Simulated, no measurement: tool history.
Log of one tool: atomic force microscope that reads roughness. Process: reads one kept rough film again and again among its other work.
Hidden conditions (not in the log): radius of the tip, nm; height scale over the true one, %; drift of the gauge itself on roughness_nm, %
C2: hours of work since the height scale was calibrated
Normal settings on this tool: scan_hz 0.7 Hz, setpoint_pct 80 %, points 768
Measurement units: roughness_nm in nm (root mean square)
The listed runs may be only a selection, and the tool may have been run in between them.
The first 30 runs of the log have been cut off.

At day 57.229: new tip fitted.
Run 31, day 59.45: usual settings but scan_hz 0.844 Hz, setpoint_pct 72 %, points 380; pictures with this tip 114; C2 452. Result: roughness_nm 2.839 nm (root mean square).
Run 32, day 62.008: usual settings but scan_hz 3.518 Hz, setpoint_pct 84 %; pictures with this tip 245; C2 501. Result: roughness_nm 2.241 nm (root mean square).
Run 33, day 64.183: usual settings but scan_hz 1.145 Hz, setpoint_pct 61 %, points 326; pictures with this tip 357; C2 543. Result: roughness_nm 2.722 nm (root mean square).
At day 64.367: new tip fitted.
Run 34, day 66.575: usual settings but scan_hz 0.994 Hz, setpoint_pct 89 %, points 440; pictures with this tip 113; C2 588. Result: roughness_nm 2.684 nm (root mean square).
Run 35, day 69.212: usual settings but scan_hz 0.656 Hz, setpoint_pct 57 %, points 737; pictures with this tip 249; C2 639. Result: roughness_nm 2.867 nm (root mean square).
At day 71.512: new tip fitted.
Run 36, day 71.975: usual settings but setpoint_pct 61 %, points 393; pictures with this tip 24; C2 691. Result: roughness_nm 2.988 nm (root mean square).
Run 37, day 73.492: usual settings but setpoint_pct 61 %, points 393; pictures with this tip 102; C2 720. Result: roughness_nm 2.916 nm (root mean square).
Run 38, day 75.3: usual settings but setpoint_pct 61 %, points 387; pictures with this tip 195; C2 755. Result: roughness_nm 2.867 nm (root mean square).
Run 39, day 77.929: usual settings but points 650; pictures with this tip 330; C2 805. Result: roughness_nm 2.702 nm (root mean square).
At day 78.583: new tip fitted.
Run 40, day 79.5: usual settings but points 650; pictures with this tip 47; C2 835. Result: roughness_nm 2.888 nm (root mean square).
Run 41, day 80.721: usual settings but points 650; pictures with this tip 110; C2 858. Result: roughness_nm 2.854 nm (root mean square).
Run 42, day 82.242: usual settings but setpoint_pct 78 %, points 430; pictures with this tip 188; C2 888. Result: roughness_nm 2.799 nm (root mean square).
Run 43, day 84.946: usual settings but setpoint_pct 69 %, points 419; pictures with this tip 327; C2 939. Result: roughness_nm 2.755 nm (root mean square).

What if the next run were any one of these 4? Each begins from the tool's condition after run 43:
At day 85.717: new tip fitted.
Run A, day 86.208: usual settings but scan_hz 0.876 Hz; pictures with this tip 25; C2 963. Result: roughness_nm ?.
At day 85.717: new tip fitted.
Run B, day 86.208: usual settings but scan_hz 0.904 Hz, setpoint_pct 74 %, points 506; pictures with this tip 25; C2 963. Result: roughness_nm ?.
At day 85.717: new tip fitted.
Run C, day 86.208: usual settings but scan_hz 1.926 Hz, setpoint_pct 56 %, points 535; pictures with this tip 25; C2 963. Result: roughness_nm ?.
At day 85.717: new tip fitted.
Run D, day 86.208: usual settings but scan_hz 2.39 Hz, setpoint_pct 78 %, points 419; pictures with this tip 25; C2 963. Result: roughness_nm ?.

run  roughness_nm
  A         2.887
  B         2.897
  C         2.981
  D         2.664
Stripped of hidden state, with their random variation kept, the same runs would have yielded:
run  roughness_nm
  A         2.884
  B         2.893
  C         2.977
  D         2.661
